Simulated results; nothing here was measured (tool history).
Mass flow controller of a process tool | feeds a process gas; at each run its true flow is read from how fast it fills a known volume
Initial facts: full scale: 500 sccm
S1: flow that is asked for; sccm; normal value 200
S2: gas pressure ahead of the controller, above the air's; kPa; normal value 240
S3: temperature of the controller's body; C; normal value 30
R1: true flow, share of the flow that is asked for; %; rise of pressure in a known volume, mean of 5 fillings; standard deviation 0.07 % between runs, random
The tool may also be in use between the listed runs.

run   hour   S1   S2  S3      R1
  1    0.0  200  240  30   99.46
  2   66.2  200  240  30   99.20
  3  138.5  200  200  30   99.67
  4  188.4  200  200  30   99.58
  5  248.5  200  276  30   99.42
  6  289.4  200  276  30   99.22
  7  340.4  200  276  30   99.41
  8  411.6  200  276  30   99.48
  9  448.2   90  276  20   99.74
 10  480.5  200  278  35   99.37
 11  555.7   64  218  35  100.14
 12  616.3   64  197  35  100.40
 13  654.8   89  240  30   99.92
 14  713.3   89  240  30   99.84
 15  780.8   89  240  30   99.99

Measured result minus the same run's result without the hidden state. Both carry the same run-to-run variation, though not necessarily the same gauge scatter:
Hidden conditions of the tool in this case: flow at rest that the sensor doesn't see, % of full scale; true flow over the shown one, %; drift of the gauge itself on true_pct, %.
run     R1
  1  +0.54
  2  +0.56
  3  +0.59
  4  +0.62
  5  +0.63
  6  +0.65
  7  +0.67
  8  +0.70
  9  +1.23
 10  +0.73
 11  +1.72
 12  +1.77
 13  +1.39
 14  +1.43
 15  +1.48
